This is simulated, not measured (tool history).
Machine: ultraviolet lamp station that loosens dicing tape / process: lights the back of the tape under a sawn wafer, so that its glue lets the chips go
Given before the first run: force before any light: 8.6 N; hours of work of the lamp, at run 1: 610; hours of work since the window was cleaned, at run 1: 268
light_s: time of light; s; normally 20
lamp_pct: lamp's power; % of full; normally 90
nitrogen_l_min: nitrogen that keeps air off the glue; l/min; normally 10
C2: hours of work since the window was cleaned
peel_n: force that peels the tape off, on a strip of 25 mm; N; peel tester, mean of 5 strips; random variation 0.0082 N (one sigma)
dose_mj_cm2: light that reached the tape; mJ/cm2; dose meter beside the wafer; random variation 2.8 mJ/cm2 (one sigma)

{"run": 1, "day": 0.0, "light_s": 20, "lamp_pct": 90, "nitrogen_l_min": 10, "hours of work of the lamp": 610, "C2": 268, "peel_n": 0.795, "dose_mj_cm2": 259}
{"run": 2, "day": 0.608, "light_s": 20, "lamp_pct": 90, "nitrogen_l_min": 10, "hours of work of the lamp": 621, "C2": 278, "peel_n": 0.843, "dose_mj_cm2": 252}
{"run": 3, "day": 1.621, "light_s": 20, "lamp_pct": 90, "nitrogen_l_min": 10, "hours of work of the lamp": 639, "C2": 297, "peel_n": 0.866, "dose_mj_cm2": 248}
{"run": 4, "day": 2.383, "light_s": 20, "lamp_pct": 90, "nitrogen_l_min": 10, "hours of work of the lamp": 653, "C2": 310, "peel_n": 0.893, "dose_mj_cm2": 248}
{"run": 5, "day": 3.296, "light_s": 20, "lamp_pct": 90, "nitrogen_l_min": 10, "hours of work of the lamp": 670, "C2": 327, "peel_n": 0.913, "dose_mj_cm2": 242}
{"run": 6, "day": 4.05, "light_s": 20, "lamp_pct": 99, "nitrogen_l_min": 10, "hours of work of the lamp": 683, "C2": 340, "peel_n": 0.794, "dose_mj_cm2": 261}
{"run": 7, "day": 4.979, "light_s": 20, "lamp_pct": 99, "nitrogen_l_min": 10, "hours of work of the lamp": 700, "C2": 357, "peel_n": 0.793, "dose_mj_cm2": 256}
{"run": 8, "day": 5.646, "light_s": 20, "lamp_pct": 99, "nitrogen_l_min": 10, "hours of work of the lamp": 712, "C2": 369, "peel_n": 0.832, "dose_mj_cm2": 255}
{"run": 9, "day": 6.308, "light_s": 20, "lamp_pct": 90, "nitrogen_l_min": 4, "hours of work of the lamp": 724, "C2": 381, "peel_n": 1.552, "dose_mj_cm2": 228}
{"run": 10, "day": 7.188, "light_s": 20, "lamp_pct": 90, "nitrogen_l_min": 4, "hours of work of the lamp": 740, "C2": 397, "peel_n": 1.583, "dose_mj_cm2": 223}
{"run": 11, "day": 8.3, "light_s": 20, "lamp_pct": 82, "nitrogen_l_min": 4, "hours of work of the lamp": 760, "C2": 417, "peel_n": 1.907, "dose_mj_cm2": 205}
{"run": 12, "day": 9.067, "light_s": 20, "lamp_pct": 82, "nitrogen_l_min": 4, "hours of work of the lamp": 773, "C2": 431, "peel_n": 1.94, "dose_mj_cm2": 199}
{"run": 13, "day": 9.604, "light_s": 24, "lamp_pct": 85, "nitrogen_l_min": 12, "hours of work of the lamp": 783, "C2": 440, "peel_n": 0.823, "dose_mj_cm2": 248}
{"day": 9.754, "done": "lamp changed"}
{"run": 14, "day": 10.821, "light_s": 38, "lamp_pct": 94, "nitrogen_l_min": 16, "hours of work of the lamp": 19, "C2": 461, "peel_n": 0.176, "dose_mj_cm2": 688}
{"run": 15, "day": 11.717, "light_s": 15, "lamp_pct": 88, "nitrogen_l_min": 7, "hours of work of the lamp": 35, "C2": 478, "peel_n": 1.031, "dose_mj_cm2": 251}
{"run": 16, "day": 12.342, "light_s": 15, "lamp_pct": 88, "nitrogen_l_min": 7, "hours of work of the lamp": 47, "C2": 489, "peel_n": 1.042, "dose_mj_cm2": 248}
{"run": 17, "day": 13.008, "light_s": 15, "lamp_pct": 88, "nitrogen_l_min": 7, "hours of work of the lamp": 59, "C2": 501, "peel_n": 1.063, "dose_mj_cm2": 250}
{"run": 18, "day": 13.504, "light_s": 20, "lamp_pct": 62, "nitrogen_l_min": 8, "hours of work of the lamp": 68, "C2": 510, "peel_n": 1.122, "dose_mj_cm2": 229}
{"run": 19, "day": 14.529, "light_s": 17, "lamp_pct": 97, "nitrogen_l_min": 10, "hours of work of the lamp": 86, "C2": 528, "peel_n": 0.572, "dose_mj_cm2": 302}

Each row is a separate what-if for the run after 19, all from the same tool condition, not one after another. Results?
{"run": "A", "day": 15.279, "light_s": 17, "lamp_pct": 97, "nitrogen_l_min": 20, "hours of work of the lamp": 99, "C2": 542, "peel_n": "?", "dose_mj_cm2": "?"}
{"run": "B", "day": 15.279, "light_s": 28, "lamp_pct": 97, "nitrogen_l_min": 10, "hours of work of the lamp": 99, "C2": 542, "peel_n": "?", "dose_mj_cm2": "?"}
{"run": "C", "day": 15.279, "light_s": 17, "lamp_pct": 97, "nitrogen_l_min": 14, "hours of work of the lamp": 99, "C2": 542, "peel_n": "?", "dose_mj_cm2": "?"}
{"run": "D", "day": 15.279, "light_s": 15, "lamp_pct": 97, "nitrogen_l_min": 10, "hours of work of the lamp": 99, "C2": 542, "peel_n": "?", "dose_mj_cm2": "?"}

run=A peel_n=0.424 dose_mj_cm2=298
run=B peel_n=0.222 dose_mj_cm2=493
run=C peel_n=0.493 dose_mj_cm2=299
run=D peel_n=0.786 dose_mj_cm2=265
Had the tool no hidden state, the same runs would have come out as:
run=A peel_n=0.287 dose_mj_cm2=362
run=B peel_n=0.184 dose_mj_cm2=599
run=C peel_n=0.331 dose_mj_cm2=363
run=D peel_n=0.523 dose_mj_cm2=321

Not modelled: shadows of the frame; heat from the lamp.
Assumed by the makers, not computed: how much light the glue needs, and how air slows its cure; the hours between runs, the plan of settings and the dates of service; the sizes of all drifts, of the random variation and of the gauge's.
